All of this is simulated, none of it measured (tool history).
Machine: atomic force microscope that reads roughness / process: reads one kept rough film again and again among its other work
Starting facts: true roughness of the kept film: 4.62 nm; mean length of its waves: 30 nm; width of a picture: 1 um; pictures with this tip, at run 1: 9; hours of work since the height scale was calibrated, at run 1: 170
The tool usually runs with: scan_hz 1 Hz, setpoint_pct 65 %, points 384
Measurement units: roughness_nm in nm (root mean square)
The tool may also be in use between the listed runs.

| run | hour | scan_hz | setpoint_pct | points | pictures with this tip | hours of work since the height scale was calibrated | roughness_nm |
|---|---|---|---|---|---|---|---|
| 1 | 0 | 1 | 65 | 384 | 9 | 170 | 3.912 |
| 2 | 10 | 1 | 65 | 384 | 23 | 175 | 3.822 |
| 3 | 16.6 | 1 | 65 | 646 | 33 | 179 | 3.749 |
| 4 | 22.7 | 1 | 65 | 337 | 42 | 183 | 3.674 |
| 5 | 34.8 | 1 | 65 | 573 | 59 | 190 | 3.61 |
| 6 | 43.3 | 1 | 65 | 384 | 72 | 195 | 3.502 |
| 7 | 51.6 | 1 | 65 | 384 | 84 | 200 | 3.42 |
| 8 | 61.3 | 1 | 65 | 384 | 98 | 206 | 3.355 |
| 9 | 70.2 | 1 | 65 | 384 | 110 | 211 | 3.267 |
| 10 | 82.8 | 1 | 65 | 384 | 129 | 218 | 3.167 |
|  | 90.3 | new tip fitted |
| 11 | 91.6 | 1 | 65 | 384 | 2 | 223 | 4 |
| 12 | 99.6 | 0.65 | 65 | 384 | 13 | 228 | 3.947 |
| 13 | 109.7 | 1 | 65 | 384 | 28 | 234 | 3.792 |
| 14 | 119.4 | 1 | 65 | 384 | 42 | 239 | 3.701 |
| 15 | 124.9 | 1 | 65 | 384 | 50 | 242 | 3.634 |
| 16 | 132.7 | 1 | 65 | 384 | 61 | 247 | 3.585 |
| 17 | 145.8 | 1 | 85 | 384 | 80 | 255 | 3.251 |
| 18 | 157.3 | 1.74 | 65 | 384 | 97 | 261 | 3.271 |
| 19 | 168.9 | 1.74 | 65 | 384 | 113 | 268 | 3.191 |
| 20 | 177.8 | 0.52 | 65 | 384 | 126 | 273 | 3.238 |
| 21 | 183.7 | 0.52 | 65 | 384 | 135 | 277 | 3.212 |
|  | 186.3 | new tip fitted |
| 22 | 196 | 2.76 | 65 | 384 | 14 | 284 | 3.626 |
| 23 | 202.9 | 2.76 | 65 | 384 | 24 | 288 | 3.549 |
| 24 | 212.9 | 1 | 76 | 384 | 38 | 294 | 3.564 |
| 25 | 223.8 | 1.15 | 65 | 384 | 54 | 300 | 3.562 |
| 26 | 234.4 | 1.15 | 65 | 384 | 69 | 306 | 3.46 |
| 27 | 246.1 | 1.15 | 65 | 384 | 86 | 313 | 3.353 |
| 28 | 258.7 | 1.69 | 65 | 771 | 104 | 321 | 3.196 |
| 29 | 271.6 | 1.69 | 65 | 771 | 123 | 328 | 3.113 |
| 30 | 278 | 1.69 | 65 | 771 | 132 | 332 | 3.083 |
|  | 282.4 | new tip fitted |
| 31 | 285.7 | 2.89 | 63 | 304 | 4 | 336 | 3.777 |
| 32 | 298.1 | 2.89 | 63 | 304 | 22 | 343 | 3.62 |
| 33 | 311.4 | 2.95 | 57 | 384 | 41 | 351 | 3.606 |
| 34 | 324.4 | 0.52 | 82 | 543 | 60 | 359 | 3.571 |
| 35 | 330.4 | 1 | 85 | 675 | 69 | 362 | 3.305 |

Run 36 comes next. What will it give?
| 36 | 336.6 | 1.02 | 60 | 488 | 78 | 366 | ? |

Logged for run 36: roughness_nm 3.518 nm (root mean square).
Had the tool carried no hidden state, the very same run would have given roughness_nm 4.085 nm (root mean square).
